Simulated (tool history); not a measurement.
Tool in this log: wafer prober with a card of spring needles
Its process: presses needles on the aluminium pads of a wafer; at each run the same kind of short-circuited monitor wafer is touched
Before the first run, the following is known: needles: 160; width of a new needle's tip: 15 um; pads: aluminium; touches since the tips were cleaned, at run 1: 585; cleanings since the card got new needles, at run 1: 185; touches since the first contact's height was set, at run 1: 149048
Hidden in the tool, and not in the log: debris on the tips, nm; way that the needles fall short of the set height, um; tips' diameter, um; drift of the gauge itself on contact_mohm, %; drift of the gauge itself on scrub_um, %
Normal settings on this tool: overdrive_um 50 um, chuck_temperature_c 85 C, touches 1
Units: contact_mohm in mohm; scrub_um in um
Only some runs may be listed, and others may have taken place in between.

run	hour	overdrive_um	chuck_temperature_c	touches	touches since the tips were cleaned	cleanings since the card got new needles	touches since the first contact's height was set	contact_mohm	scrub_um
1	0.0	50	85	1	585	185	149048	368	9.98
# hour 8.5: tips cleaned on abrasive film
# hour 17.1: tips cleaned on abrasive film
# hour 27.7: tips cleaned on abrasive film
# hour 38.4: tips cleaned on abrasive film
# hour 46.9: tips cleaned on abrasive film
2	53.4	50	85	1	2006	190	165443	689	9.82
# hour 55.6: tips cleaned on abrasive film
# hour 66.2: tips cleaned on abrasive film
# hour 76.9: tips cleaned on abrasive film
# hour 87.5: tips cleaned on abrasive film
3	88.8	50	85	2	386	194	176293	271	10.16
# hour 97.3: tips cleaned on abrasive film
# hour 108.0: tips cleaned on abrasive film
# hour 117.9: tips cleaned on abrasive film
4	117.9	50	85	2	0	197	185219	207	9.95
# hour 128.5: tips cleaned on abrasive film
# hour 139.2: tips cleaned on abrasive film
5	145.6	50	85	2	1986	199	193745	477	9.89
# hour 147.8: tips cleaned on abrasive film
# hour 158.4: tips cleaned on abrasive film
# hour 169.1: tips cleaned on abrasive film
# hour 179.7: tips cleaned on abrasive film
# hour 190.3: tips cleaned on abrasive film
# hour 201.0: tips cleaned on abrasive film
6	201.0	50	85	2	9	205	210756	204	9.88
# hour 209.5: tips cleaned on abrasive film
# hour 218.1: tips cleaned on abrasive film
# hour 226.8: height of the first contact set anew
# hour 229.0: tips cleaned on abrasive film
# hour 239.7: tips cleaned on abrasive film
7	241.4	50	85	2	544	209	4468	285	10.98
# hour 250.0: tips cleaned on abrasive film
# hour 260.6: tips cleaned on abrasive film
# hour 271.3: tips cleaned on abrasive film
# hour 279.8: tips cleaned on abrasive film
8	284.5	50	85	2	1469	213	17710	412	10.69
# hour 288.9: tips cleaned on abrasive film
# hour 297.4: tips cleaned on abrasive film
# hour 308.0: tips cleaned on abrasive film
# hour 318.4: tips cleaned on abrasive film
9	318.4	33	85	1	0	217	28080	355	6.94
# hour 329.0: tips cleaned on abrasive film
# hour 339.7: tips cleaned on abrasive film
# hour 350.3: tips cleaned on abrasive film
# hour 361.0: tips cleaned on abrasive film
10	363.0	59	85	1	635	221	41795	344	12.48
# hour 371.5: tips cleaned on abrasive film
# hour 380.1: tips cleaned on abrasive film
# hour 390.7: tips cleaned on abrasive film
11	391.2	59	85	1	148	224	50445	247	12.75
# hour 399.7: tips cleaned on abrasive film
# hour 410.4: tips cleaned on abrasive film
# hour 421.0: tips cleaned on abrasive film
# hour 431.7: tips cleaned on abrasive film
12	431.7	50	95	1	0	228	62866	207	10.50
# hour 440.2: tips cleaned on abrasive film
# hour 450.9: tips cleaned on abrasive film
# hour 461.5: tips cleaned on abrasive film
# hour 472.1: tips cleaned on abrasive film
# hour 482.8: tips cleaned on abrasive film
13	486.8	50	95	1	1252	233	79815	554	10.31
# hour 493.3: tips cleaned on abrasive film
# hour 503.9: tips cleaned on abrasive film
# hour 514.6: tips cleaned on abrasive film
# hour 525.2: tips cleaned on abrasive film
14	529.3	50	26	1	1262	237	92848	543	10.35

Expected results for the next run?
# hour 535.7: tips cleaned on abrasive film
# hour 546.3: tips cleaned on abrasive film
15	551.9	55	40	2	1729	239	99809	?	?

{"run 15": {"contact_mohm": 412, "scrub_um": 11.5}}
With the hidden condition absent and the run-to-run variation left alone, this run would have shown contact_mohm 146 mohm, scrub_um 12.02 um.
